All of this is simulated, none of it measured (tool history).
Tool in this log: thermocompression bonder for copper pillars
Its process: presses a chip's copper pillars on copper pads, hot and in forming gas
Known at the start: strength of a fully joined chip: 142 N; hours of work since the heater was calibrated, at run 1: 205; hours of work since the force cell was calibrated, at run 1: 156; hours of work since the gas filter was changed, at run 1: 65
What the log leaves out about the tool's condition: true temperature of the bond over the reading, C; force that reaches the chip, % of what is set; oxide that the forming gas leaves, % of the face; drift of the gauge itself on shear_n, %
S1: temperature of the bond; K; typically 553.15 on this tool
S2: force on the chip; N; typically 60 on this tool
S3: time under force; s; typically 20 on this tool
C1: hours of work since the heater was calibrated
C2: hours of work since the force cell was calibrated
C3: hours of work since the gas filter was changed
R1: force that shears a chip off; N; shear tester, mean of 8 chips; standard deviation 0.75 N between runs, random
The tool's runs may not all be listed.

run 1 hour=0.0 | S1=553.15 S2=60 S3=20 | C1=205 C2=156 C3=65 | R1=51.9
run 2 hour=7.0 | S1=530.15 S2=60 S3=20 | C1=209 C2=159 C3=68 | R1=37.9
run 3 hour=12.9 | S1=553.15 S2=87 S3=20 | C1=211 C2=162 C3=70 | R1=70.9
run 4 hour=23.1 | S1=553.15 S2=87 S3=20 | C1=216 C2=167 C3=75 | R1=69.6
run 5 hour=31.2 | S1=553.15 S2=60 S3=20 | C1=220 C2=170 C3=79 | R1=52.2
run 6 hour=39.2 | S1=544.15 S2=60 S3=20 | C1=224 C2=174 C3=83 | R1=46.1
run 7 hour=51.5 | S1=544.15 S2=60 S3=20 | C1=229 C2=180 C3=88 | R1=46.0
run 8 hour=59.2 | S1=544.15 S2=60 S3=20 | C1=233 C2=183 C3=92 | R1=46.1
run 9 hour=68.4 | S1=544.15 S2=50 S3=20 | C1=237 C2=188 C3=96 | R1=38.1
run 10 hour=76.5 | S1=544.15 S2=60 S3=20 | C1=241 C2=191 C3=100 | R1=45.7
run 11 hour=89.0 | S1=553.15 S2=60 S3=20 | C1=247 C2=197 C3=106 | R1=51.7
run 12 hour=102.0 | S1=566.15 S2=42 S3=10 | C1=253 C2=203 C3=112 | R1=32.4
run 13 hour=111.1 | S1=558.15 S2=42 S3=10 | C1=257 C2=207 C3=116 | R1=28.5
run 14 hour=119.2 | S1=581.15 S2=54 S3=20 | C1=261 C2=211 C3=120 | R1=63.5
run 15 hour=131.1 | S1=573.15 S2=38 S3=19 | C1=266 C2=217 C3=125 | R1=41.6
-- hour=134.2 heater calibrated with a thermocouple chip
run 16 hour=141.2 | S1=553.15 S2=64 S3=25 | C1=3 C2=220 C3=129 | R1=56.0
run 17 hour=154.2 | S1=554.15 S2=55 S3=25 | C1=9 C2=226 C3=135 | R1=50.6
run 18 hour=161.6 | S1=554.15 S2=55 S3=25 | C1=13 C2=230 C3=138 | R1=49.0
run 19 hour=172.9 | S1=535.15 S2=60 S3=15 | C1=18 C2=235 C3=144 | R1=33.5
run 20 hour=183.0 | S1=535.15 S2=60 S3=15 | C1=23 C2=240 C3=148 | R1=33.0
-- hour=194.1 heater calibrated with a thermocouple chip, once more
run 21 hour=195.3 | S1=578.15 S2=62 S3=12 | C1=1 C2=245 C3=153 | R1=58.9
-- hour=201.3 forming gas filter changed
run 22 hour=208.4 | S1=556.15 S2=45 S3=12 | C1=6 C2=250 C3=3 | R1=35.3

What if the next run were any one of these 3? Each begins from the tool's condition after run 22:
run A hour=214.8 | S1=551.15 S2=45 S3=12 | C1=9 C2=253 C3=6 | R1=?
run B hour=214.8 | S1=553.15 S2=60 S3=41 | C1=9 C2=253 C3=6 | R1=?
run C hour=214.8 | S1=556.15 S2=45 S3=31 | C1=9 C2=253 C3=6 | R1=?

run=A R1=34.2
run=B R1=71.1
run=C R1=53.2
Without the tool's unlogged condition, the same runs would have read:
run=A R1=35.2
run=B R1=72.7
run=C R1=54.6
